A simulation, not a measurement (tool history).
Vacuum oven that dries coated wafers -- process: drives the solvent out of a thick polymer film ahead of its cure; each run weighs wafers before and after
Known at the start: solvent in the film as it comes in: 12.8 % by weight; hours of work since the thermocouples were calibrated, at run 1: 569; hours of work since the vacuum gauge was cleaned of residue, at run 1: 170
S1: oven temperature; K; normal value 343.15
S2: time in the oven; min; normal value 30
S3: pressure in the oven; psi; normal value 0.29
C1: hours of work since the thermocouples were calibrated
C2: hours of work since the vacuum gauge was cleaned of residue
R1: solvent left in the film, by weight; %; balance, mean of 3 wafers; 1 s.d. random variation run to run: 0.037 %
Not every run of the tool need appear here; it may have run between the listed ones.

run	hour	S1	S2	S3	C1	C2	R1
1	0	343.15	30	0.29	569	170	3.2
2	13.5	343.15	30	0.29	576	177	3.16
3	31	343.15	30	0.29	586	187	3.15
4	46.8	334.15	30	0.29	595	196	5.47
5	73.7	334.15	30	0.29	610	211	5.49
6	96.1	334.15	30	0.29	622	223	5.49
7	111.7	334.15	30	0.29	631	232	5.51
8	129.2	334.15	30	0.29	640	241	5.55
9	156.2	343.15	30	0.29	655	256	3.13
10	184.3	349.15	30	0.29	671	272	1.89
11	204.2	349.15	30	0.29	682	283	1.91
12	228.7	344.15	30	0.29	695	296	2.98
13	254.6	343.15	16	0.29	710	311	5.42
14	277.5	343.15	30	0.29	722	323	3.23
15	290.6	343.15	30	0.29	730	331	3.14
16	318.3	343.15	30	0.203	745	346	3.02
17	332.6	343.15	30	0.203	753	354	2.96
18	359.6	343.15	30	0.203	768	369	3.03
19	391.2	343.15	30	0.29	785	386	3.22
20	422.5	343.15	30	0.29	803	403	3.3
21	438.3	343.15	30	0.29	811	412	3.26
22	470.1	343.15	30	0.29	829	430	3.2
23	498.3	343.15	30	0.29	844	445	3.28
24	523	337.15	22	0.587	858	459	6.46
25	545.9	329.15	22	0.587	871	472	8.49
26	567.7	329.15	22	0.587	883	484	8.39
27	584.8	329.15	22	0.587	892	493	8.4
28	598	329.15	22	0.587	900	500	8.42
29	620.1	329.15	22	0.587	912	513	8.51
30	634	344.15	48	0.376	919	520	2
31	649.2	344.15	48	0.376	928	529	2
32	662.2	349.15	30	0.435	935	536	2.29
33	689.4	349.15	30	0.408	950	551	2.23
34	707.3	353.15	47	0.46	960	561	1.1
35	726.2	350.15	41	0.29	970	571	1.21
36	748	332.15	29	0.158	982	583	5.89
37	762.8	329.15	30	0.186	991	592	6.6
38	776.7	348.15	30	0.29	998	599	2.2
39	804.9	348.15	41	0.573	1014	615	2.12
40	826.3	356.15	30	0.29	1026	627	1.02
41	856.4	356.15	30	0.29	1042	643	1.01
42	873.7	331.15	30	0.454	1052	653	6.82
# hour 885.6: oven's thermocouples calibrated
43	903.7	331.15	30	0.454	10	668	6.74
44	929.4	331.15	30	0.454	24	683	6.79
45	951.5	350.15	27	0.65	36	695	2.74
46	977.9	350.15	27	0.65	51	709	2.66

Forecast each of these 4 alternatives for the next run:
A	1001	343.15	30	0.526	64	722	?
B	1001	334.15	30	0.685	64	722	?
C	1001	335.15	54	0.162	64	722	?
D	1001	331.15	27	0.896	64	722	?

run	R1
A	3.78
B	6.58
C	2.96
D	8.29
With no hidden state in the tool, these same runs would have given:
run	R1
A	3.66
B	6.44
C	2.79
D	8.15

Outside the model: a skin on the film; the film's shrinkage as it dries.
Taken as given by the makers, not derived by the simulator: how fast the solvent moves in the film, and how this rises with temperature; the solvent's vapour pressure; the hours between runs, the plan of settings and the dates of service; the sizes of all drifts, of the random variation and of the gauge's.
